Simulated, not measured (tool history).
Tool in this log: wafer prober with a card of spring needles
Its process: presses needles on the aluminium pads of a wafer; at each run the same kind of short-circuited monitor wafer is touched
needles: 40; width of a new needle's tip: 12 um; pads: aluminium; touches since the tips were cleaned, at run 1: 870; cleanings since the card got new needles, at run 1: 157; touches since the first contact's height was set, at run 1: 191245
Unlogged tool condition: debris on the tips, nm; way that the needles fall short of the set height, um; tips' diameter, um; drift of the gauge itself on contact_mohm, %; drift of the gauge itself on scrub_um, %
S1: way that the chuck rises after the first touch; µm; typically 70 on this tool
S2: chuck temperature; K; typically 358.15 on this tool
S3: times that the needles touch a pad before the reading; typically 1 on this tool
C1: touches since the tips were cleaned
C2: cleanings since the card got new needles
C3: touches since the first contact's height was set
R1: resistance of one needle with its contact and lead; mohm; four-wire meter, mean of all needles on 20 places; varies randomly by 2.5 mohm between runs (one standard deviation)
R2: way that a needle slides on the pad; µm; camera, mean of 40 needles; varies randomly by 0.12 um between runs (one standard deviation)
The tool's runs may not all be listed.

| run | day | S1 | S2 | S3 | C1 | C2 | C3 | R1 | R2 |
|---|---|---|---|---|---|---|---|---|---|
| 1 | 0.000 | 70 | 358.15 | 1 | 870 | 157 | 191245 | 307 | 17.85 |
|  | 0.204 | tips cleaned on abrasive film |
|  | 0.538 | tips cleaned on abrasive film |
|  | 0.808 | tips cleaned on abrasive film |
|  | 1.075 | tips cleaned on abrasive film |
|  | 1.412 | tips cleaned on abrasive film |
|  | 1.746 | tips cleaned on abrasive film |
| 2 | 1.792 | 70 | 358.15 | 1 | 394 | 163 | 206593 | 301 | 17.56 |
|  | 2.058 | tips cleaned on abrasive film |
|  | 2.396 | tips cleaned on abrasive film |
|  | 2.729 | tips cleaned on abrasive film |
| 3 | 2.867 | 70 | 358.15 | 1 | 1184 | 166 | 215829 | 309 | 17.48 |
|  | 3.004 | tips cleaned on abrasive film |
|  | 3.338 | tips cleaned on abrasive film |
|  | 3.550 | height of the first contact set anew |
|  | 3.683 | tips cleaned on abrasive film |
|  | 3.983 | tips cleaned on abrasive film |
| 4 | 3.983 | 70 | 358.15 | 1 | 0 | 170 | 3720 | 286 | 18.41 |
|  | 4.254 | tips cleaned on abrasive film |
|  | 4.588 | tips cleaned on abrasive film |
|  | 4.858 | tips cleaned on abrasive film |
|  | 5.192 | tips cleaned on abrasive film |
|  | 5.475 | tips cleaned on abrasive film |
| 5 | 5.475 | 81 | 358.15 | 1 | 0 | 175 | 16470 | 286 | 21.44 |
|  | 5.808 | tips cleaned on abrasive film |
|  | 6.142 | tips cleaned on abrasive film |
|  | 6.479 | tips cleaned on abrasive film |
|  | 6.746 | tips cleaned on abrasive film |
|  | 7.083 | tips cleaned on abrasive film |
|  | 7.417 | tips cleaned on abrasive film |
| 6 | 7.617 | 70 | 358.15 | 3 | 1729 | 181 | 34877 | 294 | 18.30 |
|  | 7.688 | tips cleaned on abrasive film |
|  | 7.958 | tips cleaned on abrasive film |
|  | 8.292 | tips cleaned on abrasive film |
|  | 8.629 | tips cleaned on abrasive film |
|  | 8.896 | tips cleaned on abrasive film |
|  | 9.167 | tips cleaned on abrasive film |
|  | 9.500 | tips cleaned on abrasive film |
| 7 | 9.658 | 70 | 358.15 | 3 | 1370 | 188 | 52368 | 297 | 18.26 |
|  | 9.796 | tips cleaned on abrasive film |
|  | 10.129 | tips cleaned on abrasive film |
|  | 10.467 | tips cleaned on abrasive film |
|  | 10.733 | tips cleaned on abrasive film |
|  | 11.004 | tips cleaned on abrasive film |
|  | 11.338 | tips cleaned on abrasive film |
|  | 11.608 | tips cleaned on abrasive film |
| 8 | 11.733 | 70 | 358.15 | 3 | 1093 | 195 | 70142 | 292 | 18.32 |
|  | 11.938 | tips cleaned on abrasive film |
|  | 12.271 | tips cleaned on abrasive film |
|  | 12.604 | tips cleaned on abrasive film |
| 9 | 12.862 | 70 | 358.15 | 1 | 2228 | 198 | 79846 | 324 | 18.15 |
|  | 12.933 | tips cleaned on abrasive film |
|  | 13.267 | tips cleaned on abrasive film |
|  | 13.604 | tips cleaned on abrasive film |
|  | 13.938 | tips cleaned on abrasive film |
| 10 | 14.117 | 70 | 358.15 | 1 | 1539 | 202 | 90588 | 321 | 18.26 |
|  | 14.250 | tips cleaned on abrasive film |
|  | 14.521 | tips cleaned on abrasive film |
|  | 14.854 | tips cleaned on abrasive film |
|  | 15.192 | tips cleaned on abrasive film |
|  | 15.525 | tips cleaned on abrasive film |
|  | 15.796 | tips cleaned on abrasive film |
|  | 16.129 | tips cleaned on abrasive film |
| 11 | 16.129 | 70 | 358.15 | 1 | 0 | 209 | 107823 | 289 | 18.18 |
|  | 16.462 | tips cleaned on abrasive film |
|  | 16.733 | tips cleaned on abrasive film |
|  | 17.067 | tips cleaned on abrasive film |
|  | 17.400 | tips cleaned on abrasive film |
| 12 | 17.462 | 70 | 358.15 | 1 | 541 | 213 | 119293 | 302 | 17.72 |
|  | 17.733 | tips cleaned on abrasive film |
|  | 18.067 | tips cleaned on abrasive film |
|  | 18.404 | tips cleaned on abrasive film |
|  | 18.671 | tips cleaned on abrasive film |
|  | 19.008 | tips cleaned on abrasive film |
| 13 | 19.017 | 70 | 358.15 | 1 | 77 | 218 | 132600 | 288 | 17.99 |
|  | 19.288 | tips cleaned on abrasive film |
|  | 19.554 | tips cleaned on abrasive film |
|  | 19.825 | tips cleaned on abrasive film |
|  | 20.158 | tips cleaned on abrasive film |
|  | 20.429 | tips cleaned on abrasive film |
|  | 20.696 | tips cleaned on abrasive film |
|  | 20.975 | tips cleaned on abrasive film |
| 14 | 20.975 | 67 | 358.15 | 2 | 0 | 225 | 149350 | 290 | 17.11 |
|  | 21.242 | tips cleaned on abrasive film |
|  | 21.579 | tips cleaned on abrasive film |
|  | 21.912 | tips cleaned on abrasive film |
|  | 22.250 | tips cleaned on abrasive film |
|  | 22.583 | tips cleaned on abrasive film |
|  | 22.850 | tips cleaned on abrasive film |
| 15 | 22.946 | 68 | 301.15 | 2 | 827 | 231 | 166285 | 280 | 17.28 |
|  | 23.150 | tips cleaned on abrasive film |
|  | 23.421 | tips cleaned on abrasive film |
|  | 23.688 | tips cleaned on abrasive film |
|  | 24.025 | tips cleaned on abrasive film |
|  | 24.358 | tips cleaned on abrasive film |
|  | 24.625 | tips cleaned on abrasive film |
|  | 24.896 | tips cleaned on abrasive film |
| 16 | 25.050 | 55 | 336.15 | 2 | 1335 | 238 | 184301 | 313 | 13.76 |
|  | 25.188 | tips cleaned on abrasive film |
|  | 25.454 | tips cleaned on abrasive film |
|  | 25.792 | tips cleaned on abrasive film |
|  | 26.058 | tips cleaned on abrasive film |
|  | 26.329 | tips cleaned on abrasive film |
|  | 26.662 | tips cleaned on abrasive film |
|  | 26.933 | tips cleaned on abrasive film |
| 17 | 27.188 | 55 | 325.15 | 1 | 2224 | 245 | 202628 | 352 | 13.58 |
|  | 27.258 | tips cleaned on abrasive film |
|  | 27.529 | tips cleaned on abrasive film |
|  | 27.796 | tips cleaned on abrasive film |
|  | 28.129 | tips cleaned on abrasive film |
| 18 | 28.292 | 51 | 397.15 | 2 | 1395 | 249 | 212075 | 338 | 12.58 |
|  | 28.429 | tips cleaned on abrasive film |
|  | 28.762 | tips cleaned on abrasive film |
|  | 29.033 | tips cleaned on abrasive film |
|  | 29.367 | tips cleaned on abrasive film |
|  | 29.379 | height of the first contact set anew |
|  | 29.717 | tips cleaned on abrasive film |
|  | 30.050 | tips cleaned on abrasive film |
| 19 | 30.088 | 51 | 397.15 | 2 | 331 | 255 | 6082 | 306 | 13.55 |
|  | 30.358 | tips cleaned on abrasive film |
|  | 30.625 | tips cleaned on abrasive film |
|  | 30.896 | tips cleaned on abrasive film |
|  | 31.229 | tips cleaned on abrasive film |
|  | 31.567 | tips cleaned on abrasive film |
|  | 31.833 | tips cleaned on abrasive film |
| 20 | 31.929 | 78 | 327.15 | 2 | 837 | 261 | 21872 | 287 | 20.65 |
|  | 32.133 | tips cleaned on abrasive film |
|  | 32.404 | tips cleaned on abrasive film |
|  | 32.738 | tips cleaned on abrasive film |
|  | 33.004 | tips cleaned on abrasive film |
|  | 33.342 | tips cleaned on abrasive film |
|  | 33.608 | tips cleaned on abrasive film |
|  | 33.929 | tips cleaned on abrasive film |
| 21 | 33.929 | 77 | 299.15 | 1 | 0 | 268 | 38993 | 271 | 20.31 |
|  | 34.267 | tips cleaned on abrasive film |
|  | 34.600 | tips cleaned on abrasive film |
|  | 34.871 | tips cleaned on abrasive film |
|  | 35.204 | tips cleaned on abrasive film |
| 22 | 35.254 | 77 | 299.15 | 1 | 422 | 272 | 50343 | 281 | 19.90 |
|  | 35.521 | tips cleaned on abrasive film |
|  | 35.792 | tips cleaned on abrasive film |
|  | 36.125 | tips cleaned on abrasive film |
|  | 36.396 | tips cleaned on abrasive film |
|  | 36.729 | tips cleaned on abrasive film |
| 23 | 36.942 | 70 | 302.15 | 1 | 1833 | 277 | 64829 | 310 | 18.29 |
|  | 37.012 | tips cleaned on abrasive film |
|  | 37.279 | tips cleaned on abrasive film |
|  | 37.617 | tips cleaned on abrasive film |
|  | 37.950 | tips cleaned on abrasive film |
|  | 38.283 | tips cleaned on abrasive film |
|  | 38.554 | tips cleaned on abrasive film |
|  | 38.854 | tips cleaned on abrasive film |
| 24 | 38.854 | 58 | 302.15 | 2 | 0 | 284 | 81205 | 280 | 14.99 |

Consider 4 possible next runs. They are alternatives, not a sequence: every one starts from the tool as it was left by run 24. What does each give?
|  | 39.125 | tips cleaned on abrasive film |
|  | 39.458 | tips cleaned on abrasive film |
|  | 39.792 | tips cleaned on abrasive film |
|  | 40.129 | tips cleaned on abrasive film |
| A | 40.275 | 70 | 358.15 | 2 | 1279 | 288 | 93413 | ? | ? |
|  | 39.125 | tips cleaned on abrasive film |
|  | 39.458 | tips cleaned on abrasive film |
|  | 39.792 | tips cleaned on abrasive film |
|  | 40.129 | tips cleaned on abrasive film |
| B | 40.275 | 81 | 302.15 | 2 | 1279 | 288 | 93413 | ? | ? |
|  | 39.125 | tips cleaned on abrasive film |
|  | 39.458 | tips cleaned on abrasive film |
|  | 39.792 | tips cleaned on abrasive film |
|  | 40.129 | tips cleaned on abrasive film |
| C | 40.275 | 58 | 366.15 | 2 | 1279 | 288 | 93413 | ? | ? |
|  | 39.125 | tips cleaned on abrasive film |
|  | 39.458 | tips cleaned on abrasive film |
|  | 39.792 | tips cleaned on abrasive film |
|  | 40.129 | tips cleaned on abrasive film |
| D | 40.275 | 70 | 332.15 | 2 | 1279 | 288 | 93413 | ? | ? |

| run | R1 | R2 |
|---|---|---|
| A | 303 | 18.28 |
| B | 284 | 21.15 |
| C | 321 | 14.99 |
| D | 294 | 18.15 |
Stripped of hidden state, with their random variation kept, the same runs would have yielded:
| run | R1 | R2 |
|---|---|---|
| A | 283 | 18.74 |
| B | 267 | 21.61 |
| C | 292 | 15.45 |
| D | 273 | 18.60 |
